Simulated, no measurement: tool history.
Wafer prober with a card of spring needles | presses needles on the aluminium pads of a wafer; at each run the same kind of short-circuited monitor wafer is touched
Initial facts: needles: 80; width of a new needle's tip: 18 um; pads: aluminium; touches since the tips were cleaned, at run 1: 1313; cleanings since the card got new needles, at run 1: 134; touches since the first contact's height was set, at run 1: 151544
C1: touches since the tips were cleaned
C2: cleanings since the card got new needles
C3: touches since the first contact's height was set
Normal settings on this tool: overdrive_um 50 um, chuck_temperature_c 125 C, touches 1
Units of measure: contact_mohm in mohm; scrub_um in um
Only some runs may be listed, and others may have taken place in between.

run 1 day=0 | overdrive_um=50 chuck_temperature_c=125 touches=1 | C1=1313 C2=134 C3=151544 | contact_mohm=264 scrub_um=10.11
-- day=0.246 tips cleaned on abrasive film
-- day=0.571 tips cleaned on abrasive film
run 2 day=0.729 | overdrive_um=50 chuck_temperature_c=125 touches=1 | C1=2033 C2=136 C3=160799 | contact_mohm=343 scrub_um=9.68
-- day=0.879 tips cleaned on abrasive film
-- day=1.208 tips cleaned on abrasive film
-- day=1.55 tips cleaned on abrasive film
-- day=1.879 tips cleaned on abrasive film
run 3 day=1.879 | overdrive_um=50 chuck_temperature_c=125 touches=3 | C1=0 C2=140 C3=175386 | contact_mohm=184 scrub_um=9.62
-- day=2.242 tips cleaned on abrasive film
-- day=2.583 tips cleaned on abrasive film
-- day=2.938 tips cleaned on abrasive film
run 4 day=2.971 | overdrive_um=50 chuck_temperature_c=125 touches=1 | C1=456 C2=143 C3=189298 | contact_mohm=249 scrub_um=9.49
-- day=3.258 tips cleaned on abrasive film
-- day=3.625 tips cleaned on abrasive film
run 5 day=3.721 | overdrive_um=67 chuck_temperature_c=125 touches=1 | C1=1239 C2=145 C3=198840 | contact_mohm=228 scrub_um=13.34
-- day=3.967 tips cleaned on abrasive film
-- day=4.3 tips cleaned on abrasive film
run 6 day=4.479 | overdrive_um=67 chuck_temperature_c=125 touches=1 | C1=2301 C2=147 C3=208470 | contact_mohm=267 scrub_um=13.03
-- day=4.608 tips cleaned on abrasive film
-- day=4.942 tips cleaned on abrasive film
-- day=5.279 tips cleaned on abrasive film
run 7 day=5.454 | overdrive_um=67 chuck_temperature_c=125 touches=1 | C1=2299 C2=150 C3=220879 | contact_mohm=257 scrub_um=13.06
-- day=5.525 height of the first contact set anew
-- day=5.642 tips cleaned on abrasive film
-- day=5.975 tips cleaned on abrasive film
run 8 day=6.154 | overdrive_um=40 chuck_temperature_c=46 touches=1 | C1=2320 C2=152 C3=8013 | contact_mohm=433 scrub_um=8.57
-- day=6.308 tips cleaned on abrasive film
-- day=6.658 tips cleaned on abrasive film
run 9 day=6.725 | overdrive_um=40 chuck_temperature_c=57 touches=1 | C1=896 C2=154 C3=15245 | contact_mohm=302 scrub_um=8.59
-- day=6.942 tips cleaned on abrasive film, once more
-- day=7.317 tips cleaned on abrasive film
run 10 day=7.579 | overdrive_um=40 chuck_temperature_c=57 touches=1 | C1=3386 C2=156 C3=26107 | contact_mohm=469 scrub_um=8.53
-- day=7.658 tips cleaned on abrasive film
-- day=8.004 tips cleaned on abrasive film
run 11 day=8.212 | overdrive_um=40 chuck_temperature_c=57 touches=1 | C1=2692 C2=158 C3=34176 | contact_mohm=454 scrub_um=8.43

Run 12, settings as shown, results not yet in. Your forecast:
-- day=8.333 tips cleaned on abrasive film
-- day=8.696 tips cleaned on abrasive film
run 12 day=8.75 | overdrive_um=30 chuck_temperature_c=29 touches=2 | C1=723 C2=160 C3=40967 | contact_mohm=? scrub_um=?

contact_mohm: 362 mohm
scrub_um: 6.29 um
The same run, on a tool lacking any hidden state, would have yielded contact_mohm 159 mohm, scrub_um 6.48 um.
